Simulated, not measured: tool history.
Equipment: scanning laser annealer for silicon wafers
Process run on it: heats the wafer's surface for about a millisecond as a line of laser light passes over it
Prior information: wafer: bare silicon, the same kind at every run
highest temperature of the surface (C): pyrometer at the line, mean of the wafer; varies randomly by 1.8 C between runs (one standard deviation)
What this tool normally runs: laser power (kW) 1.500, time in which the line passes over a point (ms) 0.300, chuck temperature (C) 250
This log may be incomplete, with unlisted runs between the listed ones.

| run | day | laser power (kW) | time in which the line passes over a point (ms) | chuck temperature (C) | highest temperature of the surface (C) |
|---|---|---|---|---|---|
| 1 | 0.000 | 1.500 | 0.300 | 250 | 959 |
| 2 | 1.367 | 1.500 | 0.300 | 250 | 956 |
| 3 | 3.846 | 1.619 | 0.300 | 250 | 1016 |
| 4 | 6.021 | 1.619 | 0.300 | 250 | 1012 |
| 5 | 7.629 | 1.619 | 0.300 | 250 | 1007 |
|  | 9.954 | window over the wafer cleaned |
| 6 | 10.067 | 1.500 | 0.300 | 250 | 917 |
| 7 | 12.242 | 1.500 | 0.230 | 250 | 836 |
| 8 | 13.921 | 1.304 | 0.300 | 250 | 814 |
| 9 | 15.267 | 1.500 | 0.310 | 250 | 914 |
| 10 | 16.842 | 1.500 | 0.310 | 250 | 913 |
|  | 18.350 | window over the wafer cleaned, once more |
| 11 | 19.462 | 1.500 | 0.310 | 250 | 1005 |
| 12 | 20.554 | 1.586 | 0.300 | 250 | 1037 |
| 13 | 22.446 | 1.586 | 0.300 | 250 | 1031 |
| 14 | 23.942 | 1.586 | 0.300 | 250 | 1032 |
| 15 | 26.138 | 1.586 | 0.300 | 250 | 1031 |
|  | 26.738 | optics aligned, line set to its width |
| 16 | 28.800 | 1.586 | 0.300 | 250 | 1038 |
| 17 | 31.179 | 1.500 | 0.300 | 250 | 984 |
| 18 | 32.438 | 1.580 | 0.300 | 250 | 1030 |
| 19 | 34.342 | 1.580 | 0.300 | 250 | 1025 |
| 20 | 36.150 | 1.500 | 0.300 | 250 | 977 |
| 21 | 38.233 | 1.533 | 0.279 | 250 | 966 |
| 22 | 39.675 | 1.509 | 0.240 | 250 | 907 |
| 23 | 41.846 | 1.509 | 0.240 | 250 | 903 |
| 24 | 43.583 | 1.509 | 0.240 | 250 | 902 |
| 25 | 46.079 | 1.599 | 0.257 | 250 | 962 |

Estimate the outcome of run 26 from the log above:
| 26 | 47.729 | 1.400 | 0.317 | 286 | ? |

highest temperature of the surface (C): 957
Were there no unlogged condition in the tool, this run, its random variation unchanged, would have produced highest temperature of the surface (C) 995.
